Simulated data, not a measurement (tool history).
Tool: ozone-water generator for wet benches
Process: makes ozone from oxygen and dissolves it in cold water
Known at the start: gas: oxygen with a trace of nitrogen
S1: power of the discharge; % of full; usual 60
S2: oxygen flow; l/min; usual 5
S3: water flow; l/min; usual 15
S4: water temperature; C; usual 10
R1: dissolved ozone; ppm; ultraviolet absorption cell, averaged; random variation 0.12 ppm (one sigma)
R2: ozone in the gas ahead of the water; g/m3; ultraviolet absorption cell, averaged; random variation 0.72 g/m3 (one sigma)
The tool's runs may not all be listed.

run	hour	S1	S2	S3	S4	R1	R2
1	0	60	5	15	10	15.1	134.6
2	80	60	5	15	10	14.9	134.5
3	167	60	5	15	10	15	136.1
4	259.2	60	5	15	10	15	134.1
5	344.9	60	5	15	10	15	135.7
6	476.7	60	5	15	10	15.1	133.2
7	635	60	5	15	10	14.9	133.6
8	725.8	60	5	15	10	14.9	133.8
9	888.9	60	5	15	10	14.8	133.6
10	1042.6	60	5	15	10	15	134.4
11	1118.8	57	5	15	10	14.1	129.8
12	1212.5	57	5	15	10	14.1	129.5
# hour 1354.3: water thermometer calibrated
# hour 1374.9: contactor cleaned
13	1389.1	57	5	15	10	15.3	128.8
14	1468.9	57	5	15	10	15.2	128.2
15	1598.8	57	5	15	10	15	128.6
16	1723	43	5	15	10	12.2	103.6
17	1850.1	43	5	15	10	12.2	103.4
18	1983.7	43	5	15	10	12.1	104.1
19	2084.1	64	6.91	19	8	14.8	124.4
20	2176.3	60	5.31	16	10	15.1	129.7
21	2346.8	60	5.31	16	10	14.9	130
22	2487.7	56	5	9	10	21.1	125.1
23	2610.7	56	3.75	12	10	16.6	141.4
24	2749.1	77	3.54	22	15	11.6	183.3
25	2901.3	77	3.54	22	15	11.7	182.6
26	2976.4	77	3.54	22	15	11.6	182.5
27	3116.4	77	3.54	22	15	11.8	183.5
28	3197.4	60	5	15	10	15.2	131.9
29	3356.8	60	5	15	10	15.5	131.2
30	3429.8	48	4.14	15	10	12.5	120.8
31	3545.9	60	4.14	11	12	18.3	141.5
32	3718	60	4.14	11	12	18.3	140.8

Forecast each of these 4 alternatives for the next run:
A	3842.5	76	3.57	11	13	?	?
B	3842.5	60	4.53	11	10	?	?
C	3842.5	60	8.27	14	12	?	?
D	3842.5	60	5	15	10	?	?

run	R1	R2
A	21.2	179.1
B	19.3	135.6
C	16.1	106.2
D	15.2	130.2
Without the tool's hidden state the same runs would have given:
run	R1	R2
A	22.6	187.7
B	20.4	141
C	17	110.4
D	16.1	135.4
